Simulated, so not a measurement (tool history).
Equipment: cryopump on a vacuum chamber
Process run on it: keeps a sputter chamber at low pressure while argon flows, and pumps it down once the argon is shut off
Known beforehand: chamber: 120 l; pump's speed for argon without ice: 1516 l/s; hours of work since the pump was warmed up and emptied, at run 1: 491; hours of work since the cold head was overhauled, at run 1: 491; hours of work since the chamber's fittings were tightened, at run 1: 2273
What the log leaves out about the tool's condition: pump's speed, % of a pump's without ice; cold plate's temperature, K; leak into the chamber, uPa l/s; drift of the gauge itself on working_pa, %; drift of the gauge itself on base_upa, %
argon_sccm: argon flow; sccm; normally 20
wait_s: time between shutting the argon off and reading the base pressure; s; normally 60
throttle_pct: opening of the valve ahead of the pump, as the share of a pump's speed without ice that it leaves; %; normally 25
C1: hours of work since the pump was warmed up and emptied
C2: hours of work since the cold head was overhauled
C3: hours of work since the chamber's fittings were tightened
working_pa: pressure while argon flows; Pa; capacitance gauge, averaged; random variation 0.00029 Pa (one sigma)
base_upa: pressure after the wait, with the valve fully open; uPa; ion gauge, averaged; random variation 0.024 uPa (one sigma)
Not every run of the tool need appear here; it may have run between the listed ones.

run 1 hour=0.0 | argon_sccm=20 wait_s=60 throttle_pct=25 | C1=491 C2=491 C3=2273 | working_pa=0.0910 base_upa=1.70
run 2 hour=20.5 | argon_sccm=20 wait_s=60 throttle_pct=25 | C1=507 C2=507 C3=2290 | working_pa=0.0914 base_upa=1.65
run 3 hour=43.2 | argon_sccm=20 wait_s=60 throttle_pct=25 | C1=526 C2=526 C3=2309 | working_pa=0.0908 base_upa=1.76
run 4 hour=61.0 | argon_sccm=20 wait_s=60 throttle_pct=25 | C1=541 C2=541 C3=2323 | working_pa=0.0913 base_upa=1.77
run 5 hour=85.6 | argon_sccm=20 wait_s=59 throttle_pct=25 | C1=561 C2=561 C3=2344 | working_pa=0.0915 base_upa=1.75
run 6 hour=97.4 | argon_sccm=20 wait_s=60 throttle_pct=22 | C1=571 C2=571 C3=2353 | working_pa=0.1040 base_upa=1.71
run 7 hour=113.8 | argon_sccm=20 wait_s=60 throttle_pct=22 | C1=584 C2=584 C3=2367 | working_pa=0.1036 base_upa=1.82
run 8 hour=129.3 | argon_sccm=14 wait_s=60 throttle_pct=25 | C1=597 C2=597 C3=2379 | working_pa=0.0640 base_upa=1.78
run 9 hour=154.9 | argon_sccm=14 wait_s=60 throttle_pct=25 | C1=618 C2=618 C3=2401 | working_pa=0.0642 base_upa=1.85
run 10 hour=166.1 | argon_sccm=14 wait_s=60 throttle_pct=25 | C1=627 C2=627 C3=2410 | working_pa=0.0638 base_upa=1.82
run 11 hour=192.9 | argon_sccm=13 wait_s=29 throttle_pct=51 | C1=649 C2=649 C3=2432 | working_pa=0.0304 base_upa=2.53
run 12 hour=207.2 | argon_sccm=16 wait_s=29 throttle_pct=30 | C1=661 C2=661 C3=2444 | working_pa=0.0613 base_upa=2.51
run 13 hour=232.6 | argon_sccm=34 wait_s=61 throttle_pct=40 | C1=682 C2=682 C3=2464 | working_pa=0.0996 base_upa=1.82
run 14 hour=253.3 | argon_sccm=15 wait_s=80 throttle_pct=32 | C1=699 C2=699 C3=2481 | working_pa=0.0543 base_upa=1.66
run 15 hour=264.8 | argon_sccm=12 wait_s=60 throttle_pct=37 | C1=708 C2=708 C3=2491 | working_pa=0.0377 base_upa=1.84
run 16 hour=276.4 | argon_sccm=26 wait_s=160 throttle_pct=37 | C1=718 C2=718 C3=2501 | working_pa=0.0823 base_upa=1.38
run 17 hour=298.3 | argon_sccm=26 wait_s=160 throttle_pct=37 | C1=736 C2=736 C3=2519 | working_pa=0.0822 base_upa=1.41

Forecast each of these 4 alternatives for the next run:
run A hour=311.0 | argon_sccm=26 wait_s=63 throttle_pct=60 | C1=746 C2=746 C3=2529 | working_pa=? base_upa=?
run B hour=311.0 | argon_sccm=12 wait_s=64 throttle_pct=37 | C1=746 C2=746 C3=2529 | working_pa=? base_upa=?
run C hour=311.0 | argon_sccm=22 wait_s=54 throttle_pct=25 | C1=746 C2=746 C3=2529 | working_pa=? base_upa=?
run D hour=311.0 | argon_sccm=13 wait_s=125 throttle_pct=31 | C1=746 C2=746 C3=2529 | working_pa=? base_upa=?

run=A working_pa=0.0526 base_upa=1.80
run=B working_pa=0.0378 base_upa=1.79
run=C working_pa=0.1018 base_upa=1.92
run=D working_pa=0.0488 base_upa=1.52
Stripped of hidden state, with their random variation kept, the same runs would have yielded:
run=A working_pa=0.0486 base_upa=0.82
run=B working_pa=0.0360 base_upa=0.81
run=C working_pa=0.0984 base_upa=0.94
run=D working_pa=0.0468 base_upa=0.53

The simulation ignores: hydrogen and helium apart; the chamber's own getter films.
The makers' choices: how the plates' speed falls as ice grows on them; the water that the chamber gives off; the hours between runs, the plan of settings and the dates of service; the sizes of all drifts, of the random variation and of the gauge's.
